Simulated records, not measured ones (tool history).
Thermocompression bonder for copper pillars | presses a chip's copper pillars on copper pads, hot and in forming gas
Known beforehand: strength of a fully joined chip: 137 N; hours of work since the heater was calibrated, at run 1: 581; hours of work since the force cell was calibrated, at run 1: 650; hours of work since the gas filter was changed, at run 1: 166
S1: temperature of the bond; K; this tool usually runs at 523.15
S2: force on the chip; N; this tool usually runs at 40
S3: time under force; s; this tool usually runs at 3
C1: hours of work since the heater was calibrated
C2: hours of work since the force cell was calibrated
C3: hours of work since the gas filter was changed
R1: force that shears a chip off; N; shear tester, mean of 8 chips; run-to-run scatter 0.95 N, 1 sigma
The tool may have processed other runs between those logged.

run     day      S1  S2  S3   C1    C2   C3    R1
  1   0.000  523.15  40   3  581   650  166  69.3
  2   1.450  523.15  40   3  600   668  185  67.9
  3   2.354  523.15  40   3  611   680  196  67.1
      3.562  -- forming gas filter changed
  4   4.442  523.15  40   3  638   706   11  73.4
  5   5.529  523.15  40   3  651   720   25  72.1
  6   7.525  523.15  40   3  677   746   51  73.2
  7   8.512  523.15  40   3  690   759   63  71.8
  8  10.050  523.15  40   3  709   778   83  69.3
  9  11.221  523.15  40   3  724   793   98  70.2
 10  12.600  523.15  40   3  742   811  116  70.7
 11  14.025  523.15  40   3  760   829  134  67.5
 12  16.071  523.15  40   3  786   855  160  68.1
 13  17.758  523.15  40   3  808   877  182  65.5
 14  19.808  523.15  40   3  834   903  208  66.9
     20.004  -- heater calibrated with a thermocouple chip
     20.204  -- forming gas filter changed
 15  21.229  523.15  50   3   15   920   13  81.9
 16  23.046  535.15  40   3   39   943   36  80.1
 17  23.925  496.15  40   3   50   955   48  46.8
 18  24.967  496.15  40   3   63   968   61  45.4
 19  26.954  496.15  40   3   89   993   86  45.0
 20  28.054  496.15  40   2  103  1007  101  38.3
 21  29.721  532.15  40   6  124  1029  122  88.9
 22  31.033  552.15  40   2  141  1046  139  80.6
     31.238  -- heater calibrated with a thermocouple chip, once more
 23  32.583  552.15  40   2   17  1064  157  84.6
 24  33.529  552.15  40   2   29  1077  170  85.2
 25  35.608  547.15  35   4   56  1103  196  88.8
     36.800  -- forming gas filter changed
 26  37.217  518.15  32   3   76  1124    5  61.3
 27  38.392  518.15  32   3   91  1139   20  61.3
 28  40.125  516.15  32   6  114  1161   43  74.9
 29  41.983  516.15  32   6  137  1185   66  72.5
 30  43.854  516.15  32   6  161  1209   90  73.1
 31  45.379  516.15  32   6  181  1228  110  72.5
 32  47.225  547.15  30   3  204  1252  133  74.1
 33  48.179  547.15  30   3  217  1264  146  74.6
 34  50.104  507.15  30   6  241  1289  170  57.4
 35  51.546  535.15  46   2  260  1307  189  76.8
 36  53.079  523.15  57   4  279  1327  208  92.1
     53.379  -- forming gas filter changed
 37  54.692  515.15  25   3  300  1347   17  44.0

Forecast each of these 4 alternatives for the next run:
  A  55.571  515.15  26   3  311  1358  28   ?
  B  55.571  523.15  29   3  311  1358  28   ?
  C  55.571  512.15  25   6  311  1358  28   ?
  D  55.571  514.15  34   3  311  1358  28   ?

run    R1
  A  45.6
  B  56.9
  C  54.3
  D  56.8
With no hidden state in the tool, these same runs would have given:
run    R1
  A  50.5
  B  62.6
  C  59.9
  D  62.6

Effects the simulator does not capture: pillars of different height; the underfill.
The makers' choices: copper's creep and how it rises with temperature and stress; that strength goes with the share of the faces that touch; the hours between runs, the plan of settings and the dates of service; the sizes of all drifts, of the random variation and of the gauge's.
